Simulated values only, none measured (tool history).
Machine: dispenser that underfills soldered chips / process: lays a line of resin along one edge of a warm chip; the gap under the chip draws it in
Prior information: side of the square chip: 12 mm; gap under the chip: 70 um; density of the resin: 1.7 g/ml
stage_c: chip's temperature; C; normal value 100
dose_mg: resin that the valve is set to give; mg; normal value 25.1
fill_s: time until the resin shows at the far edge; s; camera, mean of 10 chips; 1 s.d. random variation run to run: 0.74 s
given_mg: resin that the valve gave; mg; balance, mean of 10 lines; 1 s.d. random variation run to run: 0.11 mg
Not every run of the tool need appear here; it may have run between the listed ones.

| run | hour | stage_c | dose_mg | fill_s | given_mg |
|---|---|---|---|---|---|
| 1 | 0.0 | 100 | 25.1 | 126.2 | 23.06 |
| 2 | 5.2 | 100 | 25.1 | 84.3 | 23.01 |
| 3 | 8.5 | 100 | 25.1 | 93.0 | 25.05 |
| 4 | 13.0 | 89 | 25.1 | 164.3 | 24.81 |
| 5 | 18.3 | 90 | 25.1 | 106.8 | 25.02 |
| 6 | 21.0 | 90 | 25.1 | 120.2 | 24.75 |
| 7 | 23.3 | 110 | 25.1 | 70.7 | 24.77 |
| 8 | 26.8 | 100 | 31.1 | 111.5 | 30.76 |
| 9 | 31.9 | 100 | 26.8 | 76.6 | 26.20 |
| 10 | 36.5 | 110 | 26.8 | 67.2 | 26.13 |
| 11 | 41.1 | 110 | 26.8 | 83.2 | 26.22 |
| 12 | 46.4 | 110 | 26.8 | 57.9 | 25.92 |
| 13 | 48.9 | 110 | 31.6 | 61.9 | 30.46 |
| 14 | 52.0 | 89 | 25.1 | 150.7 | 24.20 |
| 15 | 57.0 | 89 | 25.1 | 99.3 | 24.02 |
| 16 | 60.7 | 89 | 25.1 | 117.4 | 24.16 |
| 17 | 64.7 | 89 | 25.1 | 142.4 | 23.84 |
| 18 | 67.8 | 87 | 25.1 | 178.1 | 24.01 |
| 19 | 73.0 | 103 | 28.5 | 69.0 | 27.02 |
| 20 | 76.8 | 95 | 28.5 | 108.6 | 26.89 |
| 21 | 81.5 | 96 | 32.3 | 130.0 | 30.56 |
| 22 | 85.1 | 96 | 32.3 | 79.9 | 30.58 |
| 23 | 89.1 | 114 | 25.3 | 57.0 | 23.66 |
| 24 | 93.5 | 112 | 24.9 | 73.9 | 23.19 |
| 25 | 96.4 | 86 | 22.0 | 206.5 | 20.47 |
| 26 | 100.6 | 115 | 22.0 | 51.3 | 20.30 |
| 27 | 103.2 | 115 | 22.0 | 57.6 | 20.45 |
| 28 | 105.8 | 88 | 22.0 | 157.9 | 20.18 |
| 29 | 111.1 | 110 | 24.5 | 50.6 | 22.44 |
| 30 | 113.9 | 99 | 21.4 | 87.8 | 19.66 |
| 31 | 118.9 | 94 | 31.3 | 111.9 | 31.45 |
| 32 | 123.5 | 109 | 32.2 | 86.2 | 32.06 |
| 33 | 127.3 | 108 | 26.5 | 53.8 | 26.70 |
| 34 | 129.6 | 88 | 28.8 | 117.4 | 28.72 |
| 35 | 132.0 | 88 | 28.8 | 131.6 | 28.37 |
| 36 | 136.0 | 88 | 28.8 | 162.6 | 28.46 |

Taken out of this log: 12 entries between the listed runs. Where each belongs, and how the hidden state differs across it:
Between runs 1 and 2: new syringe of resin (hour 1.1)
  resin's viscosity, % of fresh resin's: 181.2 -> 123.6; dose that the valve gives, % of what is set: 92.37 -> 91.99; true chip temperature over the reading, C: 0.48 -> 0.51
  measured less the result without the state, fill_s: +56.4 -> +16.2 s; given_mg: -1.91 -> -2.00 mg
Between runs 2 and 3: dispensing valve cleaned and set on the balance (hour 6.7)
  resin's viscosity, % of fresh resin's: 123.6 -> 137.9; dose that the valve gives, % of what is set: 91.99 -> 99.94; true chip temperature over the reading, C: 0.51 -> 0.52
  measured less the result without the state, fill_s: +16.2 -> +24.4 s; given_mg: -2.00 -> -0.02 mg
Between runs 4 and 5: new syringe of resin (hour 15.8)
  resin's viscosity, % of fresh resin's: 170.8 -> 113.7; dose that the valve gives, % of what is set: 99.58 -> 99.19; true chip temperature over the reading, C: 0.55 -> 0.58
  measured less the result without the state, fill_s: +66.3 -> +11.1 s; given_mg: -0.11 -> -0.20 mg
Between runs 8 and 9: new syringe of resin (hour 29.2)
  resin's viscosity, % of fresh resin's: 170.6 -> 114.4; dose that the valve gives, % of what is set: 98.55 -> 98.17; true chip temperature over the reading, C: 0.62 -> 0.65
  measured less the result without the state, fill_s: +44.7 -> +8.3 s; given_mg: -0.45 -> -0.48 mg
Between runs 11 and 12: new syringe of resin (hour 43.0)
  resin's viscosity, % of fresh resin's: 177.5 -> 118.1; dose that the valve gives, % of what is set: 97.44 -> 97.06; true chip temperature over the reading, C: 0.71 -> 0.73
  measured less the result without the state, fill_s: +35.5 -> +8.0 s; given_mg: -0.69 -> -0.79 mg
Between runs 14 and 15: new syringe of resin (hour 56.6)
  resin's viscosity, % of fresh resin's: 154.1 -> 101.9; dose that the valve gives, % of what is set: 96.62 -> 96.25; true chip temperature over the reading, C: 0.76 -> 0.79
  measured less the result without the state, fill_s: +50.9 -> -0.2 s; given_mg: -0.85 -> -0.93 mg
Between runs 18 and 19: new syringe of resin (hour 70.1)
  resin's viscosity, % of fresh resin's: 170.1 -> 116; dose that the valve gives, % of what is set: 95.43 -> 95.02; true chip temperature over the reading, C: 0.85 -> 0.88
  measured less the result without the state, fill_s: +71.1 -> +8.2 s; given_mg: -1.15 -> -1.41 mg
Between runs 21 and 22: new syringe of resin (hour 83.7)
  resin's viscosity, % of fresh resin's: 174 -> 107.1; dose that the valve gives, % of what is set: 94.37 -> 94.1; true chip temperature over the reading, C: 0.93 -> 0.95
  measured less the result without the state, fill_s: +53.1 -> +3.2 s; given_mg: -1.82 -> -1.91 mg
Between runs 25 and 26: new syringe of resin (hour 97.2)
  resin's viscosity, % of fresh resin's: 183.7 -> 116.5; dose that the valve gives, % of what is set: 93.19 -> 92.87; true chip temperature over the reading, C: 1.02 -> 1.04
  measured less the result without the state, fill_s: +92.9 -> +7.0 s; given_mg: -1.49 -> -1.56 mg
Between runs 28 and 29: new syringe of resin (hour 110.7)
  resin's viscosity, % of fresh resin's: 149.1 -> 103.1; dose that the valve gives, % of what is set: 92.5 -> 92.1; true chip temperature over the reading, C: 1.07 -> 1.1
  measured less the result without the state, fill_s: +51.0 -> +0.8 s; given_mg: -1.64 -> -1.93 mg
Between runs 30 and 31: dispensing valve cleaned and set on the balance (hour 118.9)
  resin's viscosity, % of fresh resin's: 117.6 -> 142.2; dose that the valve gives, % of what is set: 91.89 -> 100.41; true chip temperature over the reading, C: 1.11 -> 1.14
  measured less the result without the state, fill_s: +12.9 -> +30.1 s; given_mg: -1.73 -> +0.13 mg
Between runs 32 and 33: new syringe of resin (hour 125.4)
  resin's viscosity, % of fresh resin's: 177.5 -> 109.8; dose that the valve gives, % of what is set: 100.02 -> 99.74; true chip temperature over the reading, C: 1.16 -> 1.18
  measured less the result without the state, fill_s: +35.7 -> +3.0 s; given_mg: +0.01 -> -0.07 mg
